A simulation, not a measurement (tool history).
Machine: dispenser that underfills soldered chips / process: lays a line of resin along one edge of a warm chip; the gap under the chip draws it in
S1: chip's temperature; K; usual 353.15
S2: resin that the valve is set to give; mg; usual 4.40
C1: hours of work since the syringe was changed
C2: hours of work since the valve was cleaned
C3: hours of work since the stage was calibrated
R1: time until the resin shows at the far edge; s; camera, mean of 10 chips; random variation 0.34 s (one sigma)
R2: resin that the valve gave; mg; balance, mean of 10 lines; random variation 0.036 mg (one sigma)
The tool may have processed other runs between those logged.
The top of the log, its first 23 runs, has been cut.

run,hour,S1,S2,C1,C2,C3,R1,R2
# hour 195.5: new syringe of resin
24,197.6,355.15,4.99,1,94,345,17.3,4.80
# hour 205.0: new syringe of resin
25,210.3,355.15,4.99,4,103,355,20.7,4.76
# hour 215.1: new syringe of resin
26,221.9,339.15,3.78,5,111,363,55.4,3.58
# hour 224.7: new syringe of resin
27,232.0,339.15,3.78,5,118,370,58.6,3.64
# hour 234.0: new syringe of resin
28,238.7,339.15,3.78,3,123,375,49.3,3.56
# hour 243.8: new syringe of resin
29,246.3,340.15,4.53,2,129,380,40.0,4.29
# hour 253.3: new syringe of resin
30,259.2,340.15,4.53,4,138,390,49.3,4.28
# hour 263.4: new syringe of resin
# hour 265.5: dispensing valve cleaned and set on the balance
31,266.5,348.15,5.67,2,1,394,24.5,5.69
# hour 274.3: new syringe of resin
32,274.3,346.15,4.34,0,6,400,25.1,4.33
33,282.6,366.15,4.41,6,12,406,15.2,4.34
# hour 284.0: new syringe of resin
34,292.7,344.15,5.37,6,20,413,44.1,5.35

Run 35 comes next. What will it give?
# hour 293.9: new syringe of resin
# hour 303.3: new syringe of resin
35,303.3,344.15,5.37,0,27,420,?,?

R1: 26.7 s
R2: 5.37 mg
Minus the tool's unlogged condition, the same run would have read R1 23.0 s, R2 5.44 mg.
